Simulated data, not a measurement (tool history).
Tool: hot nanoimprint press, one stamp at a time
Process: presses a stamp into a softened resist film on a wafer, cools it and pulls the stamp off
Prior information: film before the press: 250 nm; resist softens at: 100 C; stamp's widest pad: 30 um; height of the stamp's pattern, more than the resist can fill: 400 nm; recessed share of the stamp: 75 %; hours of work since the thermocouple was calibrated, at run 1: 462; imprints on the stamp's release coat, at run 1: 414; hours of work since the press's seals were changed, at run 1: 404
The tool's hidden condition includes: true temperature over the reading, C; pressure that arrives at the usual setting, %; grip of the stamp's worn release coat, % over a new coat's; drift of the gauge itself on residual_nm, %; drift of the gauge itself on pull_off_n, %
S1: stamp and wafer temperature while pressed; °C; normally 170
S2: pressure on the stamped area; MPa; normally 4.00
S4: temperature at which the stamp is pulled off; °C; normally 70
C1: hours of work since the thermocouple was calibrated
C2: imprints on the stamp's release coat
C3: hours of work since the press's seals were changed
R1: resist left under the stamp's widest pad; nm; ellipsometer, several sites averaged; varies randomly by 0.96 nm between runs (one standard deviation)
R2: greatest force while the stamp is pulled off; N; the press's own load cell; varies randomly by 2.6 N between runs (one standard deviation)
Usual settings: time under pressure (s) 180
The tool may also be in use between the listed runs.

run 1 day=0.000 | S1=170 S2=4.00 time_under_pressure_(s)=180 S4=70 | C1=462 C2=414 C3=404 | R1=142.8 R2=133
run 2 day=2.117 | S1=170 S2=4.00 time_under_pressure_(s)=168 S4=70 | C1=488 C2=570 C3=431 | R1=145.4 R2=133
-- day=5.096 plate thermocouple calibrated
run 3 day=5.671 | S1=170 S2=4.00 time_under_pressure_(s)=168 S4=70 | C1=7 C2=822 C3=475 | R1=142.1 R2=142
run 4 day=8.042 | S1=170 S2=4.00 time_under_pressure_(s)=168 S4=70 | C1=37 C2=996 C3=505 | R1=140.8 R2=143
run 5 day=10.846 | S1=170 S2=4.00 time_under_pressure_(s)=168 S4=70 | C1=73 C2=1202 C3=541 | R1=141.5 R2=154
-- day=12.729 stamp cleaned and given a new release coat
run 6 day=13.312 | S1=170 S2=4.00 time_under_pressure_(s)=168 S4=70 | C1=101 C2=43 C3=569 | R1=142.0 R2=127
run 7 day=15.996 | S1=171 S2=4.00 time_under_pressure_(s)=168 S4=70 | C1=136 C2=240 C3=603 | R1=138.8 R2=129
run 8 day=17.821 | S1=170 S2=4.00 time_under_pressure_(s)=180 S4=58 | C1=159 C2=374 C3=627 | R1=139.4 R2=155
run 9 day=21.429 | S1=170 S2=4.00 time_under_pressure_(s)=180 S4=58 | C1=205 C2=640 C3=673 | R1=139.7 R2=159
run 10 day=24.558 | S1=170 S2=4.00 time_under_pressure_(s)=180 S4=58 | C1=245 C2=870 C3=712 | R1=139.8 R2=170
run 11 day=27.958 | S1=170 S2=4.00 time_under_pressure_(s)=180 S4=58 | C1=288 C2=1120 C3=756 | R1=141.4 R2=181
-- day=31.021 stamp cleaned and given a new release coat
run 12 day=31.529 | S1=170 S2=4.00 time_under_pressure_(s)=180 S4=58 | C1=330 C2=37 C3=798 | R1=141.3 R2=145
-- day=34.433 press's hydraulic seals changed and the load cell set to zero
run 13 day=34.550 | S1=170 S2=4.00 time_under_pressure_(s)=180 S4=67 | C1=364 C2=235 C3=1 | R1=141.1 R2=134
run 14 day=37.750 | S1=170 S2=4.00 time_under_pressure_(s)=180 S4=67 | C1=405 C2=470 C3=42 | R1=140.8 R2=135
run 15 day=39.783 | S1=168 S2=2.85 time_under_pressure_(s)=180 S4=76 | C1=431 C2=619 C3=68 | R1=166.9 R2=128
run 16 day=42.846 | S1=170 S2=2.81 time_under_pressure_(s)=331 S4=74 | C1=470 C2=844 C3=107 | R1=129.8 R2=136
run 17 day=46.217 | S1=170 S2=4.75 time_under_pressure_(s)=115 S4=70 | C1=513 C2=1092 C3=150 | R1=155.8 R2=152
-- day=47.004 plate thermocouple calibrated
run 18 day=49.021 | S1=170 S2=5.48 time_under_pressure_(s)=349 S4=70 | C1=26 C2=1289 C3=184 | R1=93.6 R2=142
-- day=49.888 stamp cleaned and given a new release coat
run 19 day=51.800 | S1=159 S2=5.36 time_under_pressure_(s)=349 S4=70 | C1=58 C2=141 C3=216 | R1=153.2 R2=134
run 20 day=54.546 | S1=170 S2=4.00 time_under_pressure_(s)=180 S4=70 | C1=93 C2=343 C3=251 | R1=138.5 R2=128
run 21 day=57.867 | S1=167 S2=3.91 time_under_pressure_(s)=180 S4=71 | C1=135 C2=587 C3=294 | R1=154.6 R2=137
run 22 day=59.758 | S1=167 S2=3.91 time_under_pressure_(s)=144 S4=71 | C1=159 C2=726 C3=318 | R1=167.4 R2=135
run 23 day=63.079 | S1=170 S2=2.57 time_under_pressure_(s)=180 S4=70 | C1=202 C2=970 C3=360 | R1=161.7 R2=147
run 24 day=65.508 | S1=170 S2=2.57 time_under_pressure_(s)=180 S4=70 | C1=232 C2=1149 C3=391 | R1=163.1 R2=148
-- day=68.175 stamp cleaned and given a new release coat
run 25 day=68.521 | S1=179 S2=4.10 time_under_pressure_(s)=180 S4=65 | C1=268 C2=26 C3=426 | R1=99.4 R2=129

Branching from run 25: 3 alternative next runs. What would each branch give?
run A day=72.067 | S1=177 S2=4.10 time_under_pressure_(s)=208 S4=74 | C1=313 C2=287 C3=471 | R1=? R2=?
run B day=72.067 | S1=170 S2=4.00 time_under_pressure_(s)=232 S4=70 | C1=313 C2=287 C3=471 | R1=? R2=?
run C day=72.067 | S1=179 S2=4.10 time_under_pressure_(s)=180 S4=57 | C1=313 C2=287 C3=471 | R1=? R2=?

run=A R1=101.1 R2=123
run=B R1=128.9 R2=124
run=C R1=99.8 R2=157
Without the tool's unlogged condition, the same runs would have read:
run=A R1=97.0 R2=115
run=B R1=123.8 R2=116
run=C R1=95.8 R2=148

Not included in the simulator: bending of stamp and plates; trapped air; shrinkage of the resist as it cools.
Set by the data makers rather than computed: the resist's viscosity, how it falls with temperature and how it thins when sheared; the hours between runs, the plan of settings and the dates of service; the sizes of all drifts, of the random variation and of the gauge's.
